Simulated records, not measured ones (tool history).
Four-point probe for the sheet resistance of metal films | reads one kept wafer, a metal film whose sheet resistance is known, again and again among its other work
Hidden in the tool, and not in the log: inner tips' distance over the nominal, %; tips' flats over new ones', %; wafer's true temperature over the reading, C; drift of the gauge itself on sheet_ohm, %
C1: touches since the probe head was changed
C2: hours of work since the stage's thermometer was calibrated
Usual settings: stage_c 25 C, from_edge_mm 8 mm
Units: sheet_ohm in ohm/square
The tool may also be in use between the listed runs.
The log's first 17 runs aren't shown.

{"run": 18, "hour": 436.9, "stage_c": 22, "from_edge_mm": 8, "C1": 14039, "C2": 58, "sheet_ohm": 2.656847}
{"hour": 458.1, "done": "stage's thermometer calibrated, once more"}
{"run": 19, "hour": 473.9, "stage_c": 35, "from_edge_mm": 10, "C1": 14993, "C2": 11, "sheet_ohm": 2.677255}
{"run": 20, "hour": 509.6, "stage_c": 30, "from_edge_mm": 8, "C1": 15923, "C2": 37, "sheet_ohm": 2.680361}
{"run": 21, "hour": 536.2, "stage_c": 30, "from_edge_mm": 8, "C1": 16618, "C2": 57, "sheet_ohm": 2.680161}
{"run": 22, "hour": 566.0, "stage_c": 30, "from_edge_mm": 8, "C1": 17396, "C2": 78, "sheet_ohm": 2.679441}
{"run": 23, "hour": 597.8, "stage_c": 25, "from_edge_mm": 8, "C1": 18226, "C2": 101, "sheet_ohm": 2.670517}
{"run": 24, "hour": 621.7, "stage_c": 31, "from_edge_mm": 8, "C1": 18850, "C2": 118, "sheet_ohm": 2.6815}
{"run": 25, "hour": 653.7, "stage_c": 28, "from_edge_mm": 8, "C1": 19683, "C2": 142, "sheet_ohm": 2.67616}
{"run": 26, "hour": 675.6, "stage_c": 28, "from_edge_mm": 39, "C1": 20256, "C2": 157, "sheet_ohm": 2.641491}
{"run": 27, "hour": 702.1, "stage_c": 22, "from_edge_mm": 26, "C1": 20947, "C2": 177, "sheet_ohm": 2.630834}
{"run": 28, "hour": 737.8, "stage_c": 26, "from_edge_mm": 4, "C1": 21879, "C2": 203, "sheet_ohm": 2.770271}
{"run": 29, "hour": 771.2, "stage_c": 26, "from_edge_mm": 4, "C1": 22750, "C2": 227, "sheet_ohm": 2.771123}
{"run": 30, "hour": 806.6, "stage_c": 26, "from_edge_mm": 4, "C1": 23675, "C2": 252, "sheet_ohm": 2.770309}
{"run": 31, "hour": 824.2, "stage_c": 25, "from_edge_mm": 38, "C1": 24133, "C2": 265, "sheet_ohm": 2.633642}
{"run": 32, "hour": 842.4, "stage_c": 26, "from_edge_mm": 7, "C1": 24609, "C2": 278, "sheet_ohm": 2.681212}
{"run": 33, "hour": 861.3, "stage_c": 31, "from_edge_mm": 40, "C1": 25101, "C2": 292, "sheet_ohm": 2.645746}
{"run": 34, "hour": 876.7, "stage_c": 31, "from_edge_mm": 40, "C1": 25504, "C2": 303, "sheet_ohm": 2.64629}
{"run": 35, "hour": 892.1, "stage_c": 31, "from_edge_mm": 59, "C1": 25905, "C2": 314, "sheet_ohm": 2.645}
{"run": 36, "hour": 922.2, "stage_c": 31, "from_edge_mm": 6, "C1": 26691, "C2": 336, "sheet_ohm": 2.706227}

Forecast each of these 3 alternatives for the next run:
{"run": "A", "hour": 947.8, "stage_c": 28, "from_edge_mm": 7, "C1": 27359, "C2": 355, "sheet_ohm": "?"}
{"run": "B", "hour": 947.8, "stage_c": 22, "from_edge_mm": 15, "C1": 27359, "C2": 355, "sheet_ohm": "?"}
{"run": "C", "hour": 947.8, "stage_c": 23, "from_edge_mm": 10, "C1": 27359, "C2": 355, "sheet_ohm": "?"}

run=A sheet_ohm=2.684788
run=B sheet_ohm=2.635615
run=C sheet_ohm=2.650462
Without the tool's hidden state the same runs would have given:
run=A sheet_ohm=2.682815
run=B sheet_ohm=2.633685
run=C sheet_ohm=2.648520
